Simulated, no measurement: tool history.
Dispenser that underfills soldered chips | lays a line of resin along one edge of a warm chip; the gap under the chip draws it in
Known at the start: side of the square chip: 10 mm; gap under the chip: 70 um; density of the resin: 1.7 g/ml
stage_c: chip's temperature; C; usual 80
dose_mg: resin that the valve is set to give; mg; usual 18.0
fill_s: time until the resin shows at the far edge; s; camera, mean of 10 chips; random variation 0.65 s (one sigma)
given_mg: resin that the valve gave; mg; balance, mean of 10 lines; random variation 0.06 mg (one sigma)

Run 1, hour 0.0: usual settings. Result: fill_s 68.7 s, given_mg 17.49 mg.
Run 2, hour 4.0: usual settings. Result: fill_s 82.8 s, given_mg 17.38 mg.
Run 3, hour 9.3: usual settings. Result: fill_s 59.6 s, given_mg 17.46 mg.
Run 4, hour 12.7: usual settings. Result: fill_s 71.4 s, given_mg 17.34 mg.
Run 5, hour 18.2: usual settings but stage_c 66 C. Result: fill_s 166.5 s, given_mg 17.34 mg.
Run 6, hour 23.5: usual settings but stage_c 66 C. Result: fill_s 126.2 s, given_mg 17.21 mg.
Run 7, hour 26.7: usual settings but stage_c 66 C. Result: fill_s 146.8 s, given_mg 17.18 mg.
Run 8, hour 30.2: usual settings but stage_c 66 C. Result: fill_s 176.2 s, given_mg 17.28 mg.
Run 9, hour 33.9: usual settings but stage_c 66 C. Result: fill_s 118.0 s, given_mg 17.26 mg.
Run 10, hour 37.8: usual settings but stage_c 66 C. Result: fill_s 143.2 s, given_mg 17.20 mg.
Run 11, hour 40.4: usual settings but stage_c 66 C. Result: fill_s 160.9 s, given_mg 17.10 mg.
Run 12, hour 44.4: usual settings but stage_c 66 C. Result: fill_s 112.0 s, given_mg 17.15 mg.
Run 13, hour 48.5: usual settings but dose_mg 17.3 mg. Result: fill_s 79.1 s, given_mg 16.47 mg.
Run 14, hour 51.5: usual settings but stage_c 90 C. Result: fill_s 60.3 s, given_mg 16.96 mg.
Run 15, hour 55.7: usual settings but stage_c 90 C. Result: fill_s 42.2 s, given_mg 17.11 mg.
Run 16, hour 60.3: usual settings but stage_c 76 C. Result: fill_s 90.6 s, given_mg 17.15 mg.
Run 17, hour 66.0: usual settings but stage_c 86 C, dose_mg 22.5 mg. Result: fill_s 45.4 s, given_mg 21.15 mg.
Run 18, hour 71.4: usual settings but stage_c 86 C, dose_mg 22.5 mg. Result: fill_s 59.5 s, given_mg 21.17 mg.
Run 19, hour 75.2: usual settings but stage_c 70 C, dose_mg 20.6 mg. Result: fill_s 138.6 s, given_mg 19.51 mg.
Run 20, hour 78.8: usual settings but dose_mg 17.1 mg. Result: fill_s 61.4 s, given_mg 16.09 mg.
Run 21, hour 82.9: usual settings but stage_c 65 C, dose_mg 17.1 mg. Result: fill_s 137.7 s, given_mg 17.01 mg.
Run 22, hour 86.1: usual settings but stage_c 65 C, dose_mg 17.1 mg. Result: fill_s 159.8 s, given_mg 17.11 mg.
Run 23, hour 91.0: usual settings but stage_c 68 C, dose_mg 16.8 mg. Result: fill_s 96.7 s, given_mg 16.76 mg.
Run 24, hour 95.4: usual settings but stage_c 85 C, dose_mg 21.1 mg. Result: fill_s 61.7 s, given_mg 21.00 mg.
Run 25, hour 100.1: usual settings but stage_c 87 C, dose_mg 17.9 mg. Result: fill_s 74.8 s, given_mg 17.74 mg.
Run 26, hour 103.6: usual settings but stage_c 87 C, dose_mg 17.9 mg. Result: fill_s 48.2 s, given_mg 17.74 mg.
Run 27, hour 108.1: usual settings but stage_c 93 C, dose_mg 18.2 mg. Result: fill_s 47.9 s, given_mg 18.07 mg.
Run 28, hour 114.0: usual settings but stage_c 79 C, dose_mg 21.2 mg. Result: fill_s 59.2 s, given_mg 20.99 mg.
Run 29, hour 117.3: usual settings but stage_c 88 C, dose_mg 21.2 mg. Result: fill_s 50.6 s, given_mg 20.86 mg.
Run 30, hour 122.3: usual settings but stage_c 88 C, dose_mg 21.2 mg. Result: fill_s 64.7 s, given_mg 20.89 mg.
Run 31, hour 126.7: usual settings but stage_c 74 C, dose_mg 15.6 mg. Result: fill_s 83.6 s, given_mg 15.36 mg.

Taken out of this log: 12 entries between the listed runs. Where each belongs, and how the hidden state differs across it:
Between runs 2 and 3: new syringe of resin (hour 8.0)
  resin's viscosity, % of fresh resin's: 145.6 -> 105.5; dose that the valve gives, % of what is set: 96.7 -> 96.49; true chip temperature over the reading, C: 0.21 -> 0.24
  measured less the result without the state, fill_s: +25.8 -> +2.9 s; given_mg: -0.59 -> -0.63 mg
Between runs 5 and 6: new syringe of resin (hour 19.6)
  resin's viscosity, % of fresh resin's: 165.6 -> 124.7; dose that the valve gives, % of what is set: 96.15 -> 95.95; true chip temperature over the reading, C: 0.28 -> 0.31
  measured less the result without the state, fill_s: +65.3 -> +24.4 s; given_mg: -0.70 -> -0.73 mg
Between runs 8 and 9: new syringe of resin (hour 31.1)
  resin's viscosity, % of fresh resin's: 175.3 -> 115.9; dose that the valve gives, % of what is set: 95.69 -> 95.56; true chip temperature over the reading, C: 0.34 -> 0.36
  measured less the result without the state, fill_s: +75.0 -> +15.5 s; given_mg: -0.78 -> -0.80 mg
Between runs 11 and 12: new syringe of resin (hour 42.5)
  resin's viscosity, % of fresh resin's: 161.8 -> 109.6; dose that the valve gives, % of what is set: 95.32 -> 95.19; true chip temperature over the reading, C: 0.39 -> 0.41
  measured less the result without the state, fill_s: +60.6 -> +8.9 s; given_mg: -0.84 -> -0.87 mg
Between runs 14 and 15: new syringe of resin (hour 53.9)
  resin's viscosity, % of fresh resin's: 157.8 -> 108.1; dose that the valve gives, % of what is set: 94.92 -> 94.78; true chip temperature over the reading, C: 0.45 -> 0.47
  measured less the result without the state, fill_s: +22.0 -> +2.8 s; given_mg: -0.91 -> -0.94 mg
Between runs 16 and 17: new syringe of resin (hour 65.4)
  resin's viscosity, % of fresh resin's: 136.8 -> 103; dose that the valve gives, % of what is set: 94.63 -> 94.42; true chip temperature over the reading, C: 0.49 -> 0.52
  measured less the result without the state, fill_s: +23.8 -> +0.6 s; given_mg: -0.97 -> -1.25 mg
Between runs 19 and 20: new syringe of resin (hour 77.0)
  resin's viscosity, % of fresh resin's: 164.8 -> 110.7; dose that the valve gives, % of what is set: 94.06 -> 93.92; true chip temperature over the reading, C: 0.57 -> 0.58
  measured less the result without the state, fill_s: +52.9 -> +5.5 s; given_mg: -1.23 -> -1.04 mg
Between runs 20 and 21: dispensing valve cleaned and set on the balance (hour 80.7)
  resin's viscosity, % of fresh resin's: 110.7 -> 129.8; dose that the valve gives, % of what is set: 93.92 -> 100.01; true chip temperature over the reading, C: 0.58 -> 0.6
  measured less the result without the state, fill_s: +5.5 -> +28.7 s; given_mg: -1.04 -> +0.00 mg
Between runs 22 and 23: new syringe of resin (hour 89.7)
  resin's viscosity, % of fresh resin's: 152.7 -> 107.2; dose that the valve gives, % of what is set: 99.9 -> 99.72; true chip temperature over the reading, C: 0.62 -> 0.64
  measured less the result without the state, fill_s: +52.5 -> +4.2 s; given_mg: -0.02 -> -0.05 mg
Between runs 25 and 26: new syringe of resin (hour 101.2)
  resin's viscosity, % of fresh resin's: 170.2 -> 111.7; dose that the valve gives, % of what is set: 99.38 -> 99.26; true chip temperature over the reading, C: 0.69 -> 0.7
  measured less the result without the state, fill_s: +29.6 -> +3.9 s; given_mg: -0.11 -> -0.13 mg
Between runs 27 and 28: new syringe of resin (hour 112.6)
  resin's viscosity, % of fresh resin's: 140.9 -> 105.2; dose that the valve gives, % of what is set: 99.08 -> 98.87; true chip temperature over the reading, C: 0.73 -> 0.76
  measured less the result without the state, fill_s: +13.0 -> +1.2 s; given_mg: -0.17 -> -0.24 mg
Between runs 30 and 31: new syringe of resin (hour 124.2)
  resin's viscosity, % of fresh resin's: 160.6 -> 113.5; dose that the valve gives, % of what is set: 98.56 -> 98.41; true chip temperature over the reading, C: 0.8 -> 0.82
  measured less the result without the state, fill_s: +23.1 -> +7.8 s; given_mg: -0.30 -> -0.24 mg

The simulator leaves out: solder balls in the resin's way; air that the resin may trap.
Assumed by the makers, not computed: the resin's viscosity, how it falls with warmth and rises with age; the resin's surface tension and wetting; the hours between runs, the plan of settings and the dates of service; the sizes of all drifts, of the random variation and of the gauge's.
